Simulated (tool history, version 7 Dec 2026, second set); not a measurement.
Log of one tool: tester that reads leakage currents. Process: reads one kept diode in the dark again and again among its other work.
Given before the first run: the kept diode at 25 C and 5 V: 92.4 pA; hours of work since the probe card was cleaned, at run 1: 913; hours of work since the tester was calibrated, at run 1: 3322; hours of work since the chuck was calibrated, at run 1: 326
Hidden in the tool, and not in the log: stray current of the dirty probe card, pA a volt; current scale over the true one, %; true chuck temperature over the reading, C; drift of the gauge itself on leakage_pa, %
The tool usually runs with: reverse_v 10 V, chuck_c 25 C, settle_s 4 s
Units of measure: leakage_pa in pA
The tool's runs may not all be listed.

run	hour	reverse_v	chuck_c	settle_s	hours of work since the probe card was cleaned	hours of work since the tester was calibrated	hours of work since the chuck was calibrated	leakage_pa
1	0	10	25	4	913	3322	326	146.11
2	97.6	10	25	2.76	972	3381	385	146.1
3	179.8	10	25	2.4	1022	3431	435	146.77
4	245.7	10	20	4	1062	3471	475	103.27
# hour 255.2: chuck's temperature calibrated
5	362.7	10	20	4	1132	3540	65	103.33
6	458.6	10	25	4	1190	3598	123	148.16
7	574	10	25	7.99	1260	3668	193	147.72
8	713.3	1.9	34	3.08	1344	3753	278	103.43
9	846.8	1.9	34	0.54	1425	3834	359	103.92
10	946	10	41	4	1485	3894	419	442.35
11	1013.7	17.3	41	3.86	1526	3935	460	610.14
# hour 1070.5: chuck's temperature calibrated, once more
12	1135.7	17.3	41	3.86	1599	4008	40	622.98

Forecast each of these 5 alternatives for the next run:
A	1241.6	16.5	41	0.84	1663	4072	104	?
B	1241.6	11.7	41	0.94	1663	4072	104	?
C	1241.6	17.3	41	0.47	1663	4072	104	?
D	1241.6	17.3	30	3.86	1663	4072	104	?
E	1241.6	4.1	49	5.1	1663	4072	104	?

run	leakage_pa
A	603.66
B	492.82
C	624.69
D	299.62
E	448.58
Without the tool's unlogged condition, the same runs would have read:
run	leakage_pa
A	586.62
B	482.07
C	606.56
D	274.75
E	450.56

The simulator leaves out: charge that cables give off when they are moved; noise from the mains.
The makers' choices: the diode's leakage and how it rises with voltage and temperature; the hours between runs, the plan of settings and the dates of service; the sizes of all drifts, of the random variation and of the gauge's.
